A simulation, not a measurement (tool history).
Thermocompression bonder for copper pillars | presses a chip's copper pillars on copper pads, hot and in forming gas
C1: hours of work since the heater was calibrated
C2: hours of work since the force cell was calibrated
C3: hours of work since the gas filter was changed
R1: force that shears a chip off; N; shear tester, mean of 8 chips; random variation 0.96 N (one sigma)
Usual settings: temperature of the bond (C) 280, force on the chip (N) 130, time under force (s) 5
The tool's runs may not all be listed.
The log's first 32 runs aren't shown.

Run 33, hour 214.5: usual settings but temperature of the bond (C) 283; C1 357; C2 331; C3 223. Result: R1 76.4 N.
Run 34, hour 222.8: usual settings but temperature of the bond (C) 283, force on the chip (N) 134, time under force (s) 13; C1 362; C2 336; C3 228. Result: R1 101.7 N.
Run 35, hour 228.1: usual settings but temperature of the bond (C) 293, force on the chip (N) 167, time under force (s) 13; C1 365; C2 339; C3 231. Result: R1 122.8 N.
Run 36, hour 235.6: usual settings but temperature of the bond (C) 278, time under force (s) 3; C1 369; C2 343; C3 235. Result: R1 60.3 N.
Run 37, hour 240.1: usual settings but temperature of the bond (C) 278, time under force (s) 3; C1 372; C2 346; C3 238. Result: R1 60.4 N.
At hour 248.6: forming gas filter changed.
Run 38, hour 248.6: usual settings but temperature of the bond (C) 251; C1 377; C2 351; C3 0. Result: R1 48.8 N.
Run 39, hour 257.1: usual settings but temperature of the bond (C) 291, force on the chip (N) 95, time under force (s) 13; C1 382; C2 356; C3 5. Result: R1 90.8 N.
Run 40, hour 265.4: usual settings but temperature of the bond (C) 277, force on the chip (N) 93, time under force (s) 13; C1 387; C2 361; C3 10. Result: R1 76.9 N.

Forecast each of these 3 alternatives for the next run:
Run A, hour 272.4: usual settings but temperature of the bond (C) 281, force on the chip (N) 121; C1 391; C2 365; C3 14. Result: R1 ?.
Run B, hour 272.4: usual settings but time under force (s) 9; C1 391; C2 365; C3 14. Result: R1 ?.
Run C, hour 272.4: usual settings but force on the chip (N) 79, time under force (s) 4; C1 391; C2 365; C3 14. Result: R1 ?.

run    R1
  A  72.8
  B  92.4
  C  43.5
Without the tool's hidden state the same runs would have given:
run    R1
  A  78.4
  B  98.3
  C  47.5
